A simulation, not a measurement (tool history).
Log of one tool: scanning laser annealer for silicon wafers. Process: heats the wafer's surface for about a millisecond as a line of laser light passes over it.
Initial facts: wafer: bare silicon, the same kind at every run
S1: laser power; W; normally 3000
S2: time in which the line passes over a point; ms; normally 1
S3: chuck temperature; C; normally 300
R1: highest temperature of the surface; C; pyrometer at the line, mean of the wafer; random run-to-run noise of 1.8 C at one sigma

Run 1, hour 0: usual settings. Result: R1 1011 C.
Run 2, hour 10: usual settings. Result: R1 1007 C.
Run 3, hour 20.4: usual settings. Result: R1 1008 C.
Run 4, hour 26.5: usual settings. Result: R1 1008 C.
Run 5, hour 35.4: usual settings. Result: R1 1006 C.
Run 6, hour 45.6: usual settings. Result: R1 1010 C.
Run 7, hour 54: usual settings. Result: R1 1006 C.
Run 8, hour 64.1: usual settings but S1 3057 W. Result: R1 1027 C.
Run 9, hour 73.2: usual settings but S1 3057 W, S2 0.88 ms. Result: R1 982 C.
Run 10, hour 78.5: usual settings but S1 3057 W, S2 0.88 ms. Result: R1 980 C.
Run 11, hour 84.4: usual settings but S1 3057 W, S2 0.88 ms. Result: R1 980 C.
Run 12, hour 95.1: usual settings but S2 0.79 ms. Result: R1 930 C.
Run 13, hour 99.8: usual settings but S2 0.79 ms. Result: R1 930 C.
Run 14, hour 109.7: usual settings but S2 0.79 ms. Result: R1 930 C.
Run 15, hour 117.2: usual settings but S3 326 C. Result: R1 1030 C.
Run 16, hour 123: usual settings but S3 326 C. Result: R1 1031 C.
Run 17, hour 128.2: usual settings but S3 326 C. Result: R1 1027 C.
Run 18, hour 136.2: usual settings but S2 1.03 ms, S3 321 C. Result: R1 1033 C.
Run 19, hour 144.9: usual settings but S1 2575 W, S2 1.24 ms, S3 276 C. Result: R1 919 C.
Run 20, hour 150.1: usual settings but S1 2575 W, S2 1.24 ms, S3 276 C. Result: R1 920 C.
Run 21, hour 160.4: usual settings but S1 2575 W, S2 1.24 ms, S3 280 C. Result: R1 922 C.
Run 22, hour 168.4: usual settings but S1 2575 W, S2 1.02 ms, S3 328 C. Result: R1 915 C.
Run 23, hour 178.4: usual settings but S1 2771 W, S2 0.82 ms. Result: R1 874 C.
Run 24, hour 189.6: usual settings but S1 2771 W, S2 0.82 ms. Result: R1 872 C.
Run 25, hour 200.8: usual settings but S1 2949 W, S3 301 C. Result: R1 989 C.
Run 26, hour 206.1: usual settings but S1 2613 W, S3 302 C. Result: R1 891 C.

Expected results for the next run?
Run 27, hour 212.9: usual settings but S1 2658 W, S2 1.02 ms, S3 313 C. Result: R1 ?.

For run 27 the tool returned R1 919 C.
With no hidden state in the tool, this same run would have given R1 949 C.
